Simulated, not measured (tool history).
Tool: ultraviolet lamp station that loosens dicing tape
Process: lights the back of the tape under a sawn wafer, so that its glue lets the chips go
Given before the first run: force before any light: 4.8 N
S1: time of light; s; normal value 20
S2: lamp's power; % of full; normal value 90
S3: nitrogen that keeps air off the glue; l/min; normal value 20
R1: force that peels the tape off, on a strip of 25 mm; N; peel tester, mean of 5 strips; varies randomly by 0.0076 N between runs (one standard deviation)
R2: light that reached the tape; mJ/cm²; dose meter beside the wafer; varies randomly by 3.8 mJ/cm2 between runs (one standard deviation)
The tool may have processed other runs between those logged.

run   hour  S1  S2  S3     R1    R2
  1    0.0  20  90  20  0.339   576
  2   14.3  38  90  20  0.189  1087
  3   22.7  38  90  20  0.188  1080
  4   36.9  20  90  20  0.339   571
  5   54.5  20  90  20  0.346   564
  6   69.2  20  90  20  0.350   563
  7   84.5  20  76  20  0.483   465
  8   93.8  20  76  20  0.495   461
  9  111.0  20  76  20  0.498   453
 10  129.7  20  76  20  0.499   456
 11  145.3  20  91  20  0.382   534
 12  161.3  20  91  20  0.381   534
 13  173.7  28  91  20  0.234   746
 14  183.8  20  90  20  0.401   526
 15  195.7  20  90  20  0.394   519
 16  214.2  13  90  20  0.838   331
 17  226.3  13  90  20  0.895   330
 18  245.7  13  90  20  0.847   322
 19  254.3  13  90  20  0.864   321
 20  268.8  13  90  20  0.877   322
 21  288.1  13  90  20  0.923   319
 22  305.6  13  90  20  0.934   318
 23  324.5  20  90  38  0.334   482
 24  340.1  20  90  38  0.333   473
 25  349.3  20  90  38  0.346   471
 26  361.0  28  64  21  0.478   463
     377.4  -- window cleaned of glue's vapour
 27  377.8  28  64  21  0.368   535
 28  394.2  36  88  14  0.208   937

Predict the results of run 29:
 29  402.3  36  88  14   ?   ?

Logged for run 29: R1 0.208 N, R2 940 mJ/cm².
Were there no unlogged condition in the tool, this run, its random variation unchanged, would have produced R1 0.186 N, R2 1143 mJ/cm².
